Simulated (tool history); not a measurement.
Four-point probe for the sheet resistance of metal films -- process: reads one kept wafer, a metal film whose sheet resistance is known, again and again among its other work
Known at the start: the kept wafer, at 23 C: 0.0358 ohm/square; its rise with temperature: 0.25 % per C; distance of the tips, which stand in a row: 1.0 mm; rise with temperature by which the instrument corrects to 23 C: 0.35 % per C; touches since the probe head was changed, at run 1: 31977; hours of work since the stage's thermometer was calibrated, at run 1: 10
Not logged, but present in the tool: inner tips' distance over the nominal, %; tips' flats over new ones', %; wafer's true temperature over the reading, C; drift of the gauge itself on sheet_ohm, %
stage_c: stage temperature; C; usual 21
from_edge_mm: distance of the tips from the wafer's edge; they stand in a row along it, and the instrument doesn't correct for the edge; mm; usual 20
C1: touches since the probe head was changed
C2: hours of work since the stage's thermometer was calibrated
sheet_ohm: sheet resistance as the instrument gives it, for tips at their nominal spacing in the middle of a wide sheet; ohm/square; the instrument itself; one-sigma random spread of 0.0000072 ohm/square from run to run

run 1 day=0.000 | stage_c=21 from_edge_mm=20 | C1=31977 C2=10 | sheet_ohm=0.035915
run 2 day=1.954 | stage_c=21 from_edge_mm=20 | C1=33682 C2=48 | sheet_ohm=0.035921
run 3 day=3.879 | stage_c=21 from_edge_mm=20 | C1=35361 C2=85 | sheet_ohm=0.035924
run 4 day=5.583 | stage_c=21 from_edge_mm=20 | C1=36848 C2=117 | sheet_ohm=0.035917
run 5 day=6.712 | stage_c=21 from_edge_mm=20 | C1=37835 C2=139 | sheet_ohm=0.035919
run 6 day=8.646 | stage_c=21 from_edge_mm=20 | C1=39522 C2=176 | sheet_ohm=0.035922
run 7 day=9.696 | stage_c=21 from_edge_mm=20 | C1=40438 C2=196 | sheet_ohm=0.035919
run 8 day=11.479 | stage_c=21 from_edge_mm=7 | C1=41992 C2=230 | sheet_ohm=0.036263
run 9 day=13.017 | stage_c=21 from_edge_mm=7 | C1=43335 C2=260 | sheet_ohm=0.036275
run 10 day=15.067 | stage_c=21 from_edge_mm=7 | C1=45124 C2=299 | sheet_ohm=0.036258
run 11 day=16.046 | stage_c=21 from_edge_mm=20 | C1=45979 C2=318 | sheet_ohm=0.035919
run 12 day=17.721 | stage_c=21 from_edge_mm=20 | C1=47440 C2=350 | sheet_ohm=0.035918
run 13 day=18.746 | stage_c=21 from_edge_mm=20 | C1=48334 C2=370 | sheet_ohm=0.035928
run 14 day=20.862 | stage_c=28 from_edge_mm=43 | C1=50182 C2=410 | sheet_ohm=0.035639
run 15 day=22.538 | stage_c=28 from_edge_mm=43 | C1=51641 C2=442 | sheet_ohm=0.035651
run 16 day=24.450 | stage_c=27 from_edge_mm=37 | C1=53312 C2=479 | sheet_ohm=0.035670
run 17 day=25.833 | stage_c=27 from_edge_mm=37 | C1=54519 C2=505 | sheet_ohm=0.035692
run 18 day=27.692 | stage_c=27 from_edge_mm=37 | C1=56141 C2=541 | sheet_ohm=0.035684
run 19 day=28.825 | stage_c=19 from_edge_mm=4 | C1=57128 C2=563 | sheet_ohm=0.037114
run 20 day=30.446 | stage_c=21 from_edge_mm=20 | C1=58544 C2=594 | sheet_ohm=0.035930
run 21 day=31.942 | stage_c=21 from_edge_mm=9 | C1=59849 C2=622 | sheet_ohm=0.036115

Predict each of these 4 candidate next runs independently; none follows another, all start after run 21:
run A day=32.829 | stage_c=23 from_edge_mm=7 | C1=60621 C2=639 | sheet_ohm=?
run B day=32.829 | stage_c=26 from_edge_mm=56 | C1=60621 C2=639 | sheet_ohm=?
run C day=32.829 | stage_c=24 from_edge_mm=6 | C1=60621 C2=639 | sheet_ohm=?
run D day=32.829 | stage_c=27 from_edge_mm=42 | C1=60621 C2=639 | sheet_ohm=?

run=A sheet_ohm=0.036183
run=B sheet_ohm=0.035713
run=C sheet_ohm=0.036307
run=D sheet_ohm=0.035686
With the hidden condition removed and each run's random variation left untouched, the same runs would have given:
run=A sheet_ohm=0.036181
run=B sheet_ohm=0.035710
run=C sheet_ohm=0.036305
run=D sheet_ohm=0.035684
